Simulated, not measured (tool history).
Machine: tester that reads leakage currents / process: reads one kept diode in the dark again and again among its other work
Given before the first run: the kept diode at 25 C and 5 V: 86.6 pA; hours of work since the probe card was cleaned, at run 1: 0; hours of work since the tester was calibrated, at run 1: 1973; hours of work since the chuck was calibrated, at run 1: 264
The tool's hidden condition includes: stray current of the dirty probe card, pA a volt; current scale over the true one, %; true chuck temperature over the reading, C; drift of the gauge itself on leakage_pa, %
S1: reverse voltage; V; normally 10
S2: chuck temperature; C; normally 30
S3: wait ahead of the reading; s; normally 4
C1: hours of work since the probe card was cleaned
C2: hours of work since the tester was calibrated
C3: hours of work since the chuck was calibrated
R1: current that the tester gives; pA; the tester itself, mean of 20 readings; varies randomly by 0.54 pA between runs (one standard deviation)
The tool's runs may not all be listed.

| run | hour | S1 | S2 | S3 | C1 | C2 | C3 | R1 |
|---|---|---|---|---|---|---|---|---|
| 1 | 0 | 10 | 30 | 4 | 0 | 1973 | 264 | 174.58 |
| 2 | 120.2 | 10 | 30 | 4 | 50 | 2023 | 314 | 174.87 |
| 3 | 303.6 | 10 | 30 | 0.73 | 126 | 2099 | 391 | 176.71 |
| 4 | 527.2 | 10 | 30 | 4 | 219 | 2192 | 484 | 174.24 |
| 5 | 736.1 | 10 | 30 | 4 | 306 | 2279 | 570 | 174.68 |
| 6 | 855.6 | 10 | 30 | 4 | 356 | 2329 | 620 | 174.74 |
| 7 | 1072.6 | 10 | 30 | 4 | 446 | 2419 | 710 | 173.48 |
| 8 | 1236.7 | 10 | 30 | 2.65 | 514 | 2487 | 779 | 173.79 |
| 9 | 1351 | 10 | 30 | 4 | 562 | 2535 | 826 | 173.52 |
| 10 | 1456.6 | 10 | 30 | 4 | 606 | 2578 | 870 | 173.16 |
| 11 | 1622.5 | 10 | 30 | 4 | 675 | 2647 | 939 | 173.72 |
| 12 | 1831.8 | 10 | 30 | 4 | 762 | 2734 | 1026 | 173.5 |
| 13 | 2057.6 | 10 | 41 | 4 | 856 | 2828 | 1120 | 360.01 |
|  | 2206.3 | chuck's temperature calibrated |
| 14 | 2214 | 6.6 | 30 | 4 | 920 | 2893 | 3 | 148.62 |
| 15 | 2344.6 | 9.3 | 30 | 4 | 974 | 2947 | 58 | 179.86 |
| 16 | 2475.9 | 9.3 | 30 | 4 | 1029 | 3002 | 112 | 180.05 |
| 17 | 2699.3 | 14.4 | 30 | 4 | 1122 | 3094 | 205 | 228.66 |
| 18 | 2908.9 | 10 | 30 | 4 | 1209 | 3182 | 292 | 185.47 |
| 19 | 3142.4 | 10 | 30 | 4 | 1306 | 3279 | 389 | 185.5 |
| 20 | 3367 | 10 | 30 | 1.12 | 1399 | 3372 | 483 | 187.56 |
| 21 | 3594.1 | 2.1 | 30 | 4 | 1494 | 3467 | 577 | 78.09 |
| 22 | 3707.1 | 2.1 | 30 | 4 | 1541 | 3514 | 624 | 78.48 |
| 23 | 3918.2 | 2.1 | 30 | 1.11 | 1629 | 3601 | 712 | 78.05 |
| 24 | 4125.7 | 2.1 | 30 | 1.11 | 1715 | 3688 | 798 | 77.97 |
| 25 | 4260.1 | 2.1 | 30 | 1.11 | 1771 | 3744 | 854 | 77.73 |
| 26 | 4387.4 | 14.7 | 26 | 0.58 | 1824 | 3796 | 907 | 182.91 |
|  | 4590.4 | probe card cleaned and baked |
| 27 | 4604.5 | 10 | 30 | 6.28 | 6 | 3886 | 996 | 167.83 |
| 28 | 4786 | 16.9 | 22 | 6.28 | 81 | 3961 | 1072 | 124.07 |
| 29 | 4987.3 | 14.3 | 31 | 4.88 | 165 | 4045 | 1155 | 217.02 |
|  | 5046.6 | chuck's temperature calibrated |
| 30 | 5120.8 | 2 | 22 | 3.44 | 220 | 4099 | 31 | 42.35 |
| 31 | 5238.1 | 1 | 58 | 4.38 | 269 | 4148 | 80 | 323.27 |
| 32 | 5393.8 | 1 | 24 | 5.26 | 333 | 4213 | 144 | 33.7 |
| 33 | 5601.8 | 8.6 | 27 | 0.74 | 420 | 4299 | 231 | 134.51 |
| 34 | 5792 | 4.5 | 31 | 0.38 | 499 | 4379 | 310 | 126.74 |
| 35 | 6013.7 | 4.5 | 22 | 0.38 | 591 | 4471 | 402 | 67.62 |
| 36 | 6193.6 | 4.5 | 22 | 0.38 | 666 | 4546 | 477 | 67.75 |
| 37 | 6394.6 | 7.5 | 55 | 1.74 | 750 | 4629 | 561 | 765.9 |
| 38 | 6620.3 | 2.3 | 30 | 4 | 843 | 4723 | 654 | 79.67 |
| 39 | 6748.8 | 5.5 | 39 | 4 | 897 | 4776 | 708 | 232.4 |

Below, each run's measurement less what the same run would have read without the hidden state. Both values contain the same run-to-run variation, but the gauge's scatter may not be the same in both:
| run | R1 |
|---|---|
| 1 | -4.88 |
| 2 | -5 |
| 3 | -5.18 |
| 4 | -5.49 |
| 5 | -5.73 |
| 6 | -5.91 |
| 7 | -6.08 |
| 8 | -6.36 |
| 9 | -6.49 |
| 10 | -6.54 |
| 11 | -6.77 |
| 12 | -6.98 |
| 13 | -21.77 |
| 14 | +4.43 |
| 15 | +6.27 |
| 16 | +6.15 |
| 17 | +9.89 |
| 18 | +6.08 |
| 19 | +5.75 |
| 20 | +5.37 |
| 21 | -0.63 |
| 22 | -0.82 |
| 23 | -1.07 |
| 24 | -1.33 |
| 25 | -1.52 |
| 26 | +11.94 |
| 27 | -11.91 |
| 28 | -8.58 |
| 29 | -15.61 |
| 30 | -0.67 |
| 31 | -8.13 |
| 32 | -0.8 |
| 33 | -1.95 |
| 34 | -3.37 |
| 35 | -0.99 |
| 36 | -0.99 |
| 37 | -36.37 |
| 38 | -3.49 |
| 39 | -11.01 |

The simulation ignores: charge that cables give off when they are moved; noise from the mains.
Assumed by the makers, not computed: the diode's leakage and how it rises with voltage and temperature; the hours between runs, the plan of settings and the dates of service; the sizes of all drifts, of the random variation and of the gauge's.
